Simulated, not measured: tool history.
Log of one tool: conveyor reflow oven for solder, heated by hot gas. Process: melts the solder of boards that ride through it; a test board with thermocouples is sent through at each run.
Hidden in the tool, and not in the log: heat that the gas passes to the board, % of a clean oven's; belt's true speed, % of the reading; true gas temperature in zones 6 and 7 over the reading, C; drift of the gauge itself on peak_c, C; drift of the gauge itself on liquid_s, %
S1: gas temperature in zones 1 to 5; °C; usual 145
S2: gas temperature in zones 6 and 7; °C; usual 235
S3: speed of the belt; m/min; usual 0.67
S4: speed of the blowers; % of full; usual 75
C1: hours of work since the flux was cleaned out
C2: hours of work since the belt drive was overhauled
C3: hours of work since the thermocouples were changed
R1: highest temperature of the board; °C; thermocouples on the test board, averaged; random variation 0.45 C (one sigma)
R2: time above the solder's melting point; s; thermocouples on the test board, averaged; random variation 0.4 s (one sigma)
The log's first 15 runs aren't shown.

{"run": 16, "day": 7.567, "S1": 139, "S2": 235, "S3": 0.67, "S4": 63, "C1": 29, "C2": 210, "C3": 311, "R1": 212.8, "R2": 48.6}
{"run": 17, "day": 8.254, "S1": 139, "S2": 235, "S3": 0.67, "S4": 63, "C1": 42, "C2": 222, "C3": 323, "R1": 211.7, "R2": 47.6}
{"run": 18, "day": 8.579, "S1": 139, "S2": 235, "S3": 0.67, "S4": 51, "C1": 48, "C2": 228, "C3": 329, "R1": 206.7, "R2": 42.8}
{"day": 9.338, "done": "flux residue cleaned out of gas plates and filters, once more"}
{"run": 19, "day": 9.479, "S1": 139, "S2": 235, "S3": 0.67, "S4": 51, "C1": 3, "C2": 241, "C3": 342, "R1": 209.3, "R2": 44.1}
{"run": 20, "day": 9.917, "S1": 138, "S2": 231, "S3": 0.747, "S4": 51, "C1": 10, "C2": 249, "C3": 349, "R1": 201.1, "R2": 30.6}
{"run": 21, "day": 10.204, "S1": 151, "S2": 231, "S3": 0.588, "S4": 73, "C1": 16, "C2": 254, "C3": 355, "R1": 218.9, "R2": 68.4}
{"run": 22, "day": 10.604, "S1": 145, "S2": 235, "S3": 0.671, "S4": 75, "C1": 23, "C2": 261, "C3": 362, "R1": 218.6, "R2": 56.3}
{"run": 23, "day": 11.046, "S1": 145, "S2": 235, "S3": 0.561, "S4": 75, "C1": 31, "C2": 269, "C3": 370, "R1": 223.7, "R2": 72}
{"run": 24, "day": 11.554, "S1": 140, "S2": 228, "S3": 0.67, "S4": 70, "C1": 40, "C2": 278, "C3": 379, "R1": 209.7, "R2": 47.7}
{"run": 25, "day": 11.971, "S1": 140, "S2": 228, "S3": 0.67, "S4": 70, "C1": 48, "C2": 286, "C3": 386, "R1": 209.4, "R2": 48}
{"run": 26, "day": 12.258, "S1": 140, "S2": 228, "S3": 0.67, "S4": 70, "C1": 53, "C2": 291, "C3": 392, "R1": 209.1, "R2": 47.5}
{"run": 27, "day": 12.779, "S1": 148, "S2": 228, "S3": 0.796, "S4": 54, "C1": 62, "C2": 300, "C3": 401, "R1": 199.3, "R2": 30}
{"run": 28, "day": 13.412, "S1": 139, "S2": 235, "S3": 0.657, "S4": 75, "C1": 74, "C2": 312, "C3": 412, "R1": 217.3, "R2": 55.2}
{"run": 29, "day": 13.896, "S1": 132, "S2": 235, "S3": 0.595, "S4": 65, "C1": 82, "C2": 320, "C3": 421, "R1": 216.6, "R2": 57.9}
{"run": 30, "day": 14.508, "S1": 145, "S2": 235, "S3": 0.67, "S4": 54, "C1": 93, "C2": 332, "C3": 432, "R1": 211.5, "R2": 49.8}
{"run": 31, "day": 14.8, "S1": 144, "S2": 235, "S3": 0.67, "S4": 86, "C1": 99, "C2": 337, "C3": 438, "R1": 220.1, "R2": 57.8}

4 ways to go on from here, each from the tool as it stands after run 31. What would each give?
{"run": "A", "day": 15.225, "S1": 144, "S2": 235, "S3": 0.676, "S4": 86, "C1": 106, "C2": 344, "C3": 445, "R1": "?", "R2": "?"}
{"run": "B", "day": 15.225, "S1": 144, "S2": 235, "S3": 0.67, "S4": 68, "C1": 106, "C2": 344, "C3": 445, "R1": "?", "R2": "?"}
{"run": "C", "day": 15.225, "S1": 144, "S2": 235, "S3": 0.676, "S4": 86, "C1": 106, "C2": 344, "C3": 445, "R1": "?", "R2": "?"}
{"run": "D", "day": 15.225, "S1": 145, "S2": 235, "S3": 0.729, "S4": 75, "C1": 106, "C2": 344, "C3": 445, "R1": "?", "R2": "?"}

run=A R1=219.1 R2=56.6
run=B R1=215.8 R2=53.9
run=C R1=219.9 R2=56.4
run=D R1=214.7 R2=50.1
Without the tool's hidden state the same runs would have given:
run=A R1=219.6 R2=56.8
run=B R1=216.3 R2=54.1
run=C R1=220.4 R2=56.6
run=D R1=215.2 R2=50.4
